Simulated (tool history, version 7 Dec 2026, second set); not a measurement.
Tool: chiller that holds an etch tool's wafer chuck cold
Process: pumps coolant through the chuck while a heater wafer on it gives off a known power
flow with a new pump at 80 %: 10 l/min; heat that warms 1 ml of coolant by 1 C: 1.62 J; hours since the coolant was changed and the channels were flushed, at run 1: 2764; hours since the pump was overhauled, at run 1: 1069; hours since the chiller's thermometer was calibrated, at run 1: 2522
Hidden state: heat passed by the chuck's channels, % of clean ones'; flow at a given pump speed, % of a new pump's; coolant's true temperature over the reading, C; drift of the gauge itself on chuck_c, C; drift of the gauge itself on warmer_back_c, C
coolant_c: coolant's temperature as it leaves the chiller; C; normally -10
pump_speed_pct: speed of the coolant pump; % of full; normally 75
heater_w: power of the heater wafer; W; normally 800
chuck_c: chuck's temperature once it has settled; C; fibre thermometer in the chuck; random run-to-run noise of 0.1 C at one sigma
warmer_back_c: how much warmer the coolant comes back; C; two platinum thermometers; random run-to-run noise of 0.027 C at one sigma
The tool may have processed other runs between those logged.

run	hour	coolant_c	pump_speed_pct	heater_w	hours since the coolant was changed and the channels were flushed	hours since the pump was overhauled	hours since the chiller's thermometer was calibrated	chuck_c	warmer_back_c
1	0	-10	75	800	2764	1069	2522	-3.6	3.2
2	82.5	-10	75	800	2847	1152	2605	-3.6	3.2
3	250.8	-10	75	800	3015	1320	2773	-3.4	3.22
4	425.3	-10	75	800	3189	1494	2947	-3.3	3.27
5	583.7	-10	75	800	3348	1653	3106	-3.2	3.2
6	758.4	-4	75	800	3523	1827	3280	2.9	3.28
7	857	-10	72	800	3621	1926	3379	-2.8	3.41
8	929.9	-10	72	800	3694	1999	3452	-2.9	3.37
9	1024.6	-5	72	800	3789	2094	3547	2.2	3.42
# hour 1088.6: chiller's thermometer calibrated
10	1123.4	-5	72	800	3887	2191	35	2.5	3.39
11	1214.8	0	73	800	3978	2283	126	7.4	3.35
12	1302.6	-11	73	800	4066	2371	214	-3.6	3.35
13	1406.7	-16	75	494	4170	2475	318	-10.9	2.02
14	1485.1	-12	75	793	4248	2553	397	-4.6	3.3
15	1605.9	-12	75	793	4369	2674	517	-4.7	3.25
16	1772.4	-12	75	798	4536	2840	684	-4.5	3.26
17	1880.3	-1	65	916	4643	2948	792	8.6	4.37

Forecast each of these 3 alternatives for the next run:
# hour 1958.4: chiller's thermometer calibrated, once more
A	1974	-14	75	895	4736	3041	16	?	?
# hour 1958.4: chiller's thermometer calibrated, once more
B	1974	-10	75	808	4736	3041	16	?	?
# hour 1958.4: chiller's thermometer calibrated, once more
C	1974	0	93	1187	4736	3041	16	?	?

run	chuck_c	warmer_back_c
A	-6.5	3.71
B	-3.2	3.3
C	8.1	3.86
Without the tool's unlogged condition, the same runs would have read:
run	chuck_c	warmer_back_c
A	-7.4	3.57
B	-4	3.17
C	7.1	3.71
